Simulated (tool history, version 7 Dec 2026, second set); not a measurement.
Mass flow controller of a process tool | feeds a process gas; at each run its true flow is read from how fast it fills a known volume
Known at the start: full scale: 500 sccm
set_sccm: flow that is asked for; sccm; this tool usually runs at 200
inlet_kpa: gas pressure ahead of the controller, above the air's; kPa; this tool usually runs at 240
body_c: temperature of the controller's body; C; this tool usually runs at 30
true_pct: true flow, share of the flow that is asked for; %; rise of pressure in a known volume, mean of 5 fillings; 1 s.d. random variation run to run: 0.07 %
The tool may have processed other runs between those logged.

| run | day | set_sccm | inlet_kpa | body_c | true_pct |
|---|---|---|---|---|---|
| 1 | 0 | 200 | 240 | 30 | 99.3 |
| 2 | 3.625 | 200 | 240 | 28 | 99.61 |
| 3 | 7.238 | 200 | 239 | 30 | 99.36 |
| 4 | 9.188 | 200 | 239 | 30 | 99.31 |
| 5 | 11.208 | 200 | 240 | 30 | 99.31 |
| 6 | 15.25 | 200 | 240 | 30 | 99.37 |
| 7 | 19.154 | 200 | 240 | 30 | 99.28 |
| 8 | 22.629 | 200 | 240 | 30 | 99.26 |
| 9 | 24.804 | 200 | 240 | 30 | 99.17 |
| 10 | 28.104 | 200 | 240 | 30 | 99.4 |
| 11 | 30.85 | 200 | 240 | 30 | 99.27 |
| 12 | 33.796 | 200 | 150 | 30 | 99.27 |
| 13 | 37.279 | 200 | 240 | 36 | 98.76 |
| 14 | 39.183 | 200 | 240 | 36 | 98.73 |
| 15 | 42.083 | 200 | 240 | 30 | 99.47 |
| 16 | 44.112 | 200 | 240 | 30 | 99.31 |
| 17 | 47.267 | 200 | 240 | 30 | 99.33 |
| 18 | 51.292 | 200 | 240 | 30 | 99.33 |
| 19 | 54.95 | 200 | 240 | 30 | 99.36 |
| 20 | 58.321 | 439 | 220 | 31 | 99.54 |
|  | 59.233 | controller exchanged for a calibrated one |
| 21 | 62.217 | 85 | 270 | 21 | 100.04 |
| 22 | 65.738 | 58 | 247 | 21 | 100.04 |
| 23 | 69.725 | 107 | 155 | 30 | 99.04 |
| 24 | 72.367 | 107 | 155 | 30 | 99.09 |
| 25 | 74.508 | 107 | 155 | 30 | 99.12 |
| 26 | 77.958 | 107 | 155 | 30 | 99.09 |
| 27 | 81.142 | 107 | 155 | 30 | 99.06 |
| 28 | 83.112 | 200 | 221 | 33 | 99.01 |
| 29 | 84.854 | 200 | 221 | 33 | 99.06 |
| 30 | 86.792 | 71 | 217 | 34 | 98.87 |
| 31 | 89.992 | 240 | 217 | 40 | 98.44 |
| 32 | 92.958 | 158 | 217 | 24 | 99.77 |
| 33 | 94.588 | 171 | 266 | 30 | 99.35 |
| 34 | 98.308 | 236 | 226 | 28 | 99.53 |
| 35 | 102.042 | 200 | 277 | 32 | 99.21 |
| 36 | 105.725 | 67 | 157 | 27 | 99.39 |
| 37 | 108.933 | 200 | 248 | 30 | 99.38 |
| 38 | 111.117 | 56 | 225 | 24 | 99.67 |

Below are 4 alternative next runs, each starting from the tool's condition after run 38. Predict each:
| A | 114.088 | 486 | 225 | 32 | ? |
| B | 114.088 | 94 | 225 | 24 | ? |
| C | 114.088 | 391 | 225 | 22 | ? |
| D | 114.088 | 56 | 188 | 24 | ? |

| run | true_pct |
|---|---|
| A | 99.43 |
| B | 99.79 |
| C | 100.19 |
| D | 99.72 |
Without the tool's hidden state the same runs would have given:
| run | true_pct |
|---|---|
| A | 99.43 |
| B | 99.79 |
| C | 100.19 |
| D | 99.73 |

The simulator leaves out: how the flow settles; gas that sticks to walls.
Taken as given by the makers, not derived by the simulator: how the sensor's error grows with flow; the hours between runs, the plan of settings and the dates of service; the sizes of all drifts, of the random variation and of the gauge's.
